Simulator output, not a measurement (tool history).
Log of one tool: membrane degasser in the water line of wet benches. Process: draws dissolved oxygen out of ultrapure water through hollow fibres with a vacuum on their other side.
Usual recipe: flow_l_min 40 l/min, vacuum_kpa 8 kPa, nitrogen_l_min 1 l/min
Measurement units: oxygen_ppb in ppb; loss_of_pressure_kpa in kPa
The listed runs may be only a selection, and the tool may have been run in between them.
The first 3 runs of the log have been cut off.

run,hour,flow_l_min,vacuum_kpa,nitrogen_l_min,hours since the membrane was changed,hours since the vacuum gauge was calibrated,hours since the vacuum lines were made tight,oxygen_ppb,loss_of_pressure_kpa
4,367.3,40,8.29,1,5509,1756,2409,389.2,67.12
5,543.6,52,8.29,1,5686,1933,2586,500,86.61
6,719.7,40,5.64,1,5862,2109,2762,193.1,67.04
7,849.8,40,5.64,1,5992,2239,2892,193.4,66.83
8,959.8,40,5.64,1,6102,2349,3002,196.1,66.5
9,1113.8,40,5.64,1,6256,2503,3156,198.2,66.96
10,1266,40,5.64,1,6408,2655,3308,192.7,67.36
11,1394.3,40,5.64,1,6536,2783,3436,196.7,67.09
12,1520.9,40,5.64,1,6663,2910,3563,196.4,67.1
13,1618.8,40,8,1,6761,3008,3661,372.9,67.07
14,1771.1,40,8,1,6913,3160,3813,377.1,67.39
15,1906.9,40,8,1,7049,3296,3949,370.5,67.29
16,1985.6,33,8,1,7128,3375,4028,314,55.54
17,2068.5,33,8,1,7210,3458,4111,321,55.43
18,2224.1,26,8.79,0.94,7366,3613,4266,321.4,43.82
19,2319.4,26,6.49,2.98,7461,3709,4362,69.7,44.48
20,2446.2,26,6.49,2.98,7588,3835,4488,68.6,43.81
21,2526.8,49,5.2,0.76,7669,3916,4569,234.9,82.49
22,2648.4,49,5.2,0.76,7790,4037,4691,234.8,82.48
23,2726.7,40,12.27,2.77,7869,4116,4769,299.6,68.07
24,2891.3,60,12.18,0.57,8033,4280,4933,1294.5,101.42

Predict the results of run 25:
25,3061,40,18.74,0.41,8203,4450,5103,?,?

{"run 25": {"oxygen_ppb": 1956.3, "loss_of_pressure_kpa": 68.22}}
With the hidden condition absent and the run-to-run variation left alone, this run would have shown oxygen_ppb 1955.8 ppb, loss_of_pressure_kpa 67.18 kPa.

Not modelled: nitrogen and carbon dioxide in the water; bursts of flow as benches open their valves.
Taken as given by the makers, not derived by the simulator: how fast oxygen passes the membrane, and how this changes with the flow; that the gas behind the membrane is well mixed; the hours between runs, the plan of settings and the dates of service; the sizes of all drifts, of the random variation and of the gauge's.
